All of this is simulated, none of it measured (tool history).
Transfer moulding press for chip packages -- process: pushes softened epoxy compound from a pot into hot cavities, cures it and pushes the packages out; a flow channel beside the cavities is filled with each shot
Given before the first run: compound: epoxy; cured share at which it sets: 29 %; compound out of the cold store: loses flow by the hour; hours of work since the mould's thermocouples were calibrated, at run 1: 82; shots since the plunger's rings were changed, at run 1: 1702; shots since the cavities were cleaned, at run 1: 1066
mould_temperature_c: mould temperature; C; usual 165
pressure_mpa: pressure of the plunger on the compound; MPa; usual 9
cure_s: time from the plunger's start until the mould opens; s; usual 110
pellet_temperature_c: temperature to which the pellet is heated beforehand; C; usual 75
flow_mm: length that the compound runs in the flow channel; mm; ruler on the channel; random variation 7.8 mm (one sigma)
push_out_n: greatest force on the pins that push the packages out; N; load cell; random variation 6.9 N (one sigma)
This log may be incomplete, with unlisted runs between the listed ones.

| run | hour | mould_temperature_c | pressure_mpa | cure_s | pellet_temperature_c | hours of work since the mould's thermocouples were calibrated | shots since the plunger's rings were changed | shots since the cavities were cleaned | incoming compound's hours out of the cold store | flow_mm | push_out_n |
|---|---|---|---|---|---|---|---|---|---|---|---|
| 1 | 0 | 165 | 9 | 110 | 75 | 82 | 1702 | 1066 | 43.2 | 852 | 536 |
|  | 2.8 | cavities cleaned with cleaning compound and waxed |
| 2 | 20 | 165 | 9 | 108 | 75 | 96 | 1919 | 201 | 11.7 | 1045 | 442 |
| 3 | 36.8 | 165 | 9 | 110 | 69 | 108 | 2116 | 398 | 15.6 | 1017 | 491 |
| 4 | 56.5 | 165 | 10.41 | 110 | 75 | 122 | 2348 | 630 | 23.7 | 1031 | 536 |
| 5 | 65.4 | 165 | 8.75 | 110 | 75 | 128 | 2452 | 734 | 35 | 890 | 513 |
| 6 | 81.4 | 165 | 9 | 91 | 75 | 140 | 2639 | 921 | 28.3 | 955 | 844 |
|  | 95.3 | cavities cleaned with cleaning compound and waxed |
| 7 | 95.9 | 165 | 9 | 91 | 83 | 149 | 2792 | 7 | 31.2 | 908 | 431 |
| 8 | 108.8 | 165 | 9 | 91 | 83 | 159 | 2943 | 158 | 41.3 | 845 | 525 |
|  | 112 | mould's thermocouples calibrated |
| 9 | 124.3 | 165 | 9 | 91 | 83 | 9 | 3102 | 317 | 22.6 | 966 | 673 |
| 10 | 135.5 | 165 | 9 | 110 | 75 | 17 | 3233 | 448 | 43.7 | 843 | 463 |
| 11 | 147.7 | 165 | 9 | 110 | 75 | 26 | 3376 | 591 | 45.9 | 819 | 484 |
| 12 | 164.4 | 165 | 9 | 110 | 84 | 38 | 3572 | 787 | 21.7 | 972 | 517 |
|  | 173.9 | mould's thermocouples calibrated, once more |
| 13 | 185 | 165 | 9 | 110 | 84 | 8 | 3790 | 1005 | 24.8 | 941 | 562 |
|  | 192.2 | cavities cleaned with cleaning compound and waxed |
| 14 | 199.3 | 165 | 9 | 110 | 84 | 17 | 3941 | 84 | 44.8 | 818 | 320 |
| 15 | 209.7 | 165 | 7.06 | 139 | 84 | 25 | 4062 | 205 | 46 | 724 | 304 |
| 16 | 218.6 | 170 | 8.88 | 110 | 66 | 31 | 4166 | 309 | 25.5 | 897 | 360 |
| 17 | 238.6 | 170 | 8.88 | 110 | 66 | 46 | 4402 | 545 | 35.3 | 835 | 401 |
| 18 | 254.3 | 162 | 8.88 | 144 | 66 | 57 | 4585 | 728 | 42.3 | 845 | 426 |
| 19 | 263.2 | 162 | 8.88 | 144 | 66 | 64 | 4690 | 833 | 30 | 907 | 456 |
| 20 | 277.2 | 162 | 8.88 | 144 | 66 | 74 | 4854 | 997 | 14.9 | 1001 | 465 |

Estimate the outcome of run 21 from the log above:
|  | 285.3 | cavities cleaned with cleaning compound and waxed |
| 21 | 291.2 | 162 | 8.88 | 144 | 66 | 83 | 5001 | 70 | 36.4 | ? | ? |

{"run 21": {"flow_mm": 862, "push_out_n": 262}}
On a tool with no hidden condition, and with the same random variation, this run would have come out at flow_mm 927 mm, push_out_n 230 N.

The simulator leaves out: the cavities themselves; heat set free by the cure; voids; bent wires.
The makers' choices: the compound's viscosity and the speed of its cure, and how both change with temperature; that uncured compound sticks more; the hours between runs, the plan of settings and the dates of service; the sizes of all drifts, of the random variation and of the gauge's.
